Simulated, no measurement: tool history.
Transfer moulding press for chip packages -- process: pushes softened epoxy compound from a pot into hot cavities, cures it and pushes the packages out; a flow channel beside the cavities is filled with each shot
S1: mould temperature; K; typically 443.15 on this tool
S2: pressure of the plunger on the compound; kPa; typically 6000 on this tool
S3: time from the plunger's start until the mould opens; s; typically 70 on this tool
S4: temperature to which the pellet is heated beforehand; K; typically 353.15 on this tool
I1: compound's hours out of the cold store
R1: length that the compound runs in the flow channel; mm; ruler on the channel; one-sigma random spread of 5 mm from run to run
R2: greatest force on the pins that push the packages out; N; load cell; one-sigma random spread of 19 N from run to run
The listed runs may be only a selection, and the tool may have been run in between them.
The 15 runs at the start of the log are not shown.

| run | day | S1 | S2 | S3 | S4 | I1 | R1 | R2 |
|---|---|---|---|---|---|---|---|---|
| 16 | 4.762 | 439.15 | 6000 | 70 | 353.15 | 34.9 | 604 | 1271 |
| 17 | 4.988 | 439.15 | 6000 | 70 | 358.15 | 44.6 | 595 | 1153 |
| 18 | 5.404 | 450.15 | 6380 | 59 | 354.15 | 10.7 | 635 | 949 |
| 19 | 5.617 | 450.15 | 6380 | 59 | 354.15 | 31.7 | 607 | 928 |
| 20 | 5.796 | 443.15 | 5670 | 70 | 362.15 | 10.6 | 618 | 915 |
| 21 | 5.975 | 443.15 | 5670 | 70 | 362.15 | 34.8 | 577 | 830 |
|  | 6.150 | cavities cleaned with cleaning compound and waxed |
| 22 | 6.292 | 443.15 | 6000 | 85 | 353.15 | 10.6 | 641 | 566 |
| 23 | 6.612 | 440.15 | 7130 | 51 | 344.15 | 41.5 | 654 | 2063 |
| 24 | 6.817 | 445.15 | 5350 | 50 | 356.15 | 27.9 | 570 | 1793 |
| 25 | 7.183 | 445.15 | 5350 | 50 | 356.15 | 29.2 | 559 | 1846 |
| 26 | 7.421 | 445.15 | 5350 | 50 | 356.15 | 24.0 | 568 | 1884 |
| 27 | 7.700 | 446.15 | 5240 | 66 | 356.15 | 30.6 | 555 | 862 |
| 28 | 7.975 | 446.15 | 5240 | 66 | 356.15 | 30.9 | 554 | 867 |
|  | 8.371 | cavities cleaned with cleaning compound and waxed |
| 29 | 8.379 | 446.15 | 7050 | 66 | 347.15 | 45.4 | 625 | 880 |
| 30 | 8.608 | 436.15 | 6530 | 58 | 353.15 | 17.1 | 676 | 2053 |

Predict each of these 3 candidate next runs independently; none follows another, all start after run 30:
| A | 8.850 | 436.15 | 6120 | 80 | 350.15 | 32.2 | ? | ? |
| B | 8.850 | 440.15 | 5050 | 55 | 353.15 | 9.4 | ? | ? |
| C | 8.850 | 445.15 | 6530 | 58 | 348.15 | 41.9 | ? | ? |

| run | R1 | R2 |
|---|---|---|
| A | 631 | 1087 |
| B | 587 | 1934 |
| C | 615 | 1364 |
With the hidden condition removed and each run's random variation left untouched, the same runs would have given:
| run | R1 | R2 |
|---|---|---|
| A | 631 | 1079 |
| B | 588 | 1920 |
| C | 615 | 1354 |

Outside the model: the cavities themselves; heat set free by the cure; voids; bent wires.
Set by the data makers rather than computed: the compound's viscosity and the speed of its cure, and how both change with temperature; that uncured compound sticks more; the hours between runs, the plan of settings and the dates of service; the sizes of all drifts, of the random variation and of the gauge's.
